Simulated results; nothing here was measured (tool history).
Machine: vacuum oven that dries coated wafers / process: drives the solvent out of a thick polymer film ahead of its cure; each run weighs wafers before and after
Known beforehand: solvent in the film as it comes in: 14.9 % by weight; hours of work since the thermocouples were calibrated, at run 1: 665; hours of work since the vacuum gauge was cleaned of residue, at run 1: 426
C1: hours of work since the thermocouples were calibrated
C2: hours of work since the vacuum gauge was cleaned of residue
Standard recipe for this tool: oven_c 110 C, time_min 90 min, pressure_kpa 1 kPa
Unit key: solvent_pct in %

{"run": 1, "day": 0.0, "oven_c": 110, "time_min": 90, "pressure_kpa": 1, "C1": 665, "C2": 426, "solvent_pct": 1.953}
{"run": 2, "day": 2.342, "oven_c": 110, "time_min": 90, "pressure_kpa": 1, "C1": 696, "C2": 458, "solvent_pct": 1.94}
{"run": 3, "day": 4.483, "oven_c": 110, "time_min": 90, "pressure_kpa": 1, "C1": 725, "C2": 486, "solvent_pct": 1.921}
{"run": 4, "day": 7.075, "oven_c": 110, "time_min": 90, "pressure_kpa": 1, "C1": 759, "C2": 521, "solvent_pct": 1.936}
{"run": 5, "day": 10.179, "oven_c": 110, "time_min": 90, "pressure_kpa": 1, "C1": 801, "C2": 562, "solvent_pct": 1.909}
{"run": 6, "day": 13.054, "oven_c": 110, "time_min": 90, "pressure_kpa": 1, "C1": 839, "C2": 600, "solvent_pct": 1.915}
{"run": 7, "day": 15.392, "oven_c": 110, "time_min": 90, "pressure_kpa": 1, "C1": 870, "C2": 631, "solvent_pct": 1.919}
{"run": 8, "day": 16.717, "oven_c": 110, "time_min": 90, "pressure_kpa": 1, "C1": 888, "C2": 649, "solvent_pct": 1.893}
{"day": 18.692, "done": "oven's thermocouples calibrated"}
{"run": 9, "day": 18.692, "oven_c": 110, "time_min": 90, "pressure_kpa": 1, "C1": 0, "C2": 674, "solvent_pct": 2.26}
{"run": 10, "day": 20.221, "oven_c": 110, "time_min": 90, "pressure_kpa": 1, "C1": 20, "C2": 695, "solvent_pct": 2.251}
{"day": 20.571, "done": "vacuum gauge cleaned of residue and calibrated"}
{"run": 11, "day": 23.075, "oven_c": 122, "time_min": 90, "pressure_kpa": 1, "C1": 58, "C2": 33, "solvent_pct": 0.645}
{"run": 12, "day": 24.688, "oven_c": 122, "time_min": 90, "pressure_kpa": 1, "C1": 79, "C2": 55, "solvent_pct": 0.635}
{"run": 13, "day": 26.596, "oven_c": 110, "time_min": 90, "pressure_kpa": 1.37, "C1": 105, "C2": 80, "solvent_pct": 2.388}
{"day": 28.188, "done": "vacuum gauge cleaned of residue and calibrated, once more"}
{"run": 14, "day": 29.308, "oven_c": 110, "time_min": 103, "pressure_kpa": 0.7, "C1": 140, "C2": 15, "solvent_pct": 1.599}
{"run": 15, "day": 32.192, "oven_c": 108, "time_min": 90, "pressure_kpa": 1, "C1": 178, "C2": 53, "solvent_pct": 2.567}
{"run": 16, "day": 33.658, "oven_c": 105, "time_min": 75, "pressure_kpa": 3.98, "C1": 198, "C2": 73, "solvent_pct": 5.183}
{"run": 17, "day": 35.025, "oven_c": 97, "time_min": 75, "pressure_kpa": 1.33, "C1": 216, "C2": 91, "solvent_pct": 6.31}
{"run": 18, "day": 36.746, "oven_c": 111, "time_min": 77, "pressure_kpa": 0.65, "C1": 239, "C2": 114, "solvent_pct": 2.301}
{"run": 19, "day": 39.046, "oven_c": 115, "time_min": 123, "pressure_kpa": 0.59, "C1": 270, "C2": 145, "solvent_pct": 0.567}
{"run": 20, "day": 41.233, "oven_c": 115, "time_min": 123, "pressure_kpa": 0.59, "C1": 299, "C2": 174, "solvent_pct": 0.572}
{"run": 21, "day": 43.621, "oven_c": 118, "time_min": 106, "pressure_kpa": 1, "C1": 331, "C2": 206, "solvent_pct": 0.661}
{"run": 22, "day": 46.279, "oven_c": 101, "time_min": 130, "pressure_kpa": 2.43, "C1": 366, "C2": 241, "solvent_pct": 3.534}
{"run": 23, "day": 47.525, "oven_c": 101, "time_min": 130, "pressure_kpa": 2.43, "C1": 383, "C2": 258, "solvent_pct": 3.529}

Run 24 is up next; what results do you expect?
{"run": 24, "day": 49.558, "oven_c": 101, "time_min": 130, "pressure_kpa": 1.16, "C1": 410, "C2": 285, "solvent_pct": "?"}

{"run 24": {"solvent_pct": 2.889}}
Minus the tool's unlogged condition, the same run would have read solvent_pct 2.986 %.

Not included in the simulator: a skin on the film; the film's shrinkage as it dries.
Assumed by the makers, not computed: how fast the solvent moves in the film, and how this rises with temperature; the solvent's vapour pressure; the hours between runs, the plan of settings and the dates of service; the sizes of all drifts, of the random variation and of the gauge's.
